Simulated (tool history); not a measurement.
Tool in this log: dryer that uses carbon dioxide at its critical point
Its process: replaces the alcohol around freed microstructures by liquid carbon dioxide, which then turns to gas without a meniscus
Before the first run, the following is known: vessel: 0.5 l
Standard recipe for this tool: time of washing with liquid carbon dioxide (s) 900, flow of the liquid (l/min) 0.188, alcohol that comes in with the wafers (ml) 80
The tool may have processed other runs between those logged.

run,day,time of washing with liquid carbon dioxide (s),flow of the liquid (l/min),alcohol that comes in with the wafers (ml),alcohol left in the vessel before it's heated (ppm by volume)
1,0,900,0.188,80,3374
2,0.617,900,0.304,80,277
3,1.217,1260,0.304,80,37
4,1.808,1260,0.304,80,36
5,2.675,600,0.188,80,12495
6,3.917,600,0.188,80,13010
7,4.45,900,0.244,80,1184
# day 4.921: inlet filter changed
8,5.517,900,0.188,80,2329
9,6.667,900,0.188,80,2421
10,7.888,900,0.188,40,1273
11,8.729,900,0.188,40,1254
12,9.975,900,0.188,35,1131
13,10.825,900,0.188,35,1186
14,11.958,900,0.188,35,1255
15,12.925,900,0.188,35,1272
16,14.121,900,0.188,35,1340
17,15.162,900,0.188,35,1330
18,15.8,900,0.188,35,1370
19,16.729,900,0.233,35,528
20,17.704,900,0.233,35,534
21,18.862,900,0.139,35,4279
22,19.758,900,0.139,35,4390
23,20.942,900,0.139,35,4357
24,21.488,900,0.139,35,4483
25,22.142,900,0.139,35,4442
26,23.346,780,0.129,39,8714
27,24.275,780,0.129,39,8804
28,25.346,780,0.129,66,15319
# day 26.246: inlet filter changed
29,26.246,780,0.2,66,2648
30,26.858,900,0.272,99,442
31,27.533,720,0.188,80,5690
32,28.617,840,0.167,93,6143
33,29.833,840,0.283,93,523
34,30.925,600,0.113,80,32615
35,31.958,600,0.113,54,22600
36,32.462,840,0.188,25,1213
37,33.121,840,0.188,25,1203
38,33.883,840,0.188,25,1222
39,34.775,840,0.188,25,1239
40,35.733,900,0.173,80,4174
41,36.454,540,0.21,35,4716
42,37.508,540,0.21,35,4927
43,38.758,960,0.167,40,2090
44,39.454,960,0.167,40,2152
45,40.621,960,0.167,40,2163
46,41.758,960,0.167,40,2213
47,42.408,960,0.167,40,2219

Hidden state or all else? Some run-to-run changes of alcohol left in the vessel before it's heated (ppm by volume), split into what the settings, what came in and random variation would give without the hidden state, and what is left for the hidden state (with any gauge scatter that isn't in both results):
Unlogged tool condition in this case: flow that reaches the vessel past the clogged filter, %; alcohol in the recycled carbon dioxide, ppm; drift of the gauge itself on alcohol_ppm, %.
Run 4 -> 5: time of washing with liquid carbon dioxide (s) 1260 -> 600, flow of the liquid (l/min) 0.304 -> 0.188. alcohol left in the vessel before it's heated (ppm by volume) +12459: hidden state +3351, all else +9108.
Run 6 -> 7: time of washing with liquid carbon dioxide (s) 600 -> 900, flow of the liquid (l/min) 0.188 -> 0.244. alcohol left in the vessel before it's heated (ppm by volume) -11826: hidden state -3125, all else -8701.
Run 28 -> 29: flow of the liquid (l/min) 0.129 -> 0.2, inlet filter changed. alcohol left in the vessel before it's heated (ppm by volume) -12671: hidden state -3860, all else -8811.
Run 33 -> 34: time of washing with liquid carbon dioxide (s) 840 -> 600, flow of the liquid (l/min) 0.283 -> 0.113, alcohol that comes in with the wafers (ml) 93 -> 80. alcohol left in the vessel before it's heated (ppm by volume) +32092: hidden state +1620, all else +30472.
Run 35 -> 36: time of washing with liquid carbon dioxide (s) 600 -> 840, flow of the liquid (l/min) 0.113 -> 0.188, alcohol that comes in with the wafers (ml) 54 -> 25. alcohol left in the vessel before it's heated (ppm by volume) -21387: hidden state -1201, all else -20186.
